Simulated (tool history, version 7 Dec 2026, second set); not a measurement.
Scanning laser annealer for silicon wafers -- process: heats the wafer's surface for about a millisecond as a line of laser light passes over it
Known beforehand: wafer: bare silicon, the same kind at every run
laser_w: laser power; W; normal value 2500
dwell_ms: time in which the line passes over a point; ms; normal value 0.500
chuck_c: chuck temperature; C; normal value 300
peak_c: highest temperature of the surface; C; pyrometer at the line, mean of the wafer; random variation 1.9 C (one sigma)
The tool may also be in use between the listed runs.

| run | hour | laser_w | dwell_ms | chuck_c | peak_c |
|---|---|---|---|---|---|
| 1 | 0.0 | 2500 | 0.500 | 300 | 1117 |
| 2 | 53.3 | 2500 | 0.500 | 300 | 1111 |
| 3 | 97.9 | 2500 | 0.500 | 300 | 1110 |
| 4 | 144.2 | 2500 | 0.500 | 300 | 1113 |
| 5 | 191.5 | 2500 | 0.500 | 300 | 1107 |
| 6 | 230.5 | 2500 | 0.500 | 300 | 1109 |
| 7 | 284.6 | 2500 | 0.500 | 300 | 1111 |
| 8 | 336.6 | 2500 | 0.500 | 300 | 1103 |
|  | 342.7 | laser's power meter calibrated |
| 9 | 409.9 | 2500 | 0.500 | 296 | 1109 |
| 10 | 476.5 | 2500 | 0.500 | 296 | 1104 |
|  | 542.3 | laser's power meter calibrated, once more |
| 11 | 547.4 | 2500 | 0.500 | 296 | 1075 |
|  | 618.0 | window over the wafer cleaned |
| 12 | 618.3 | 2500 | 0.500 | 296 | 1111 |
| 13 | 651.6 | 2500 | 0.433 | 300 | 1072 |

The next listed run, before its measurement:
| 14 | 684.1 | 2500 | 0.433 | 300 | ? |

{"run 14": {"peak_c": 1069}}
Were there no unlogged condition in the tool, this run, its random variation unchanged, would have produced peak_c 1088 C.
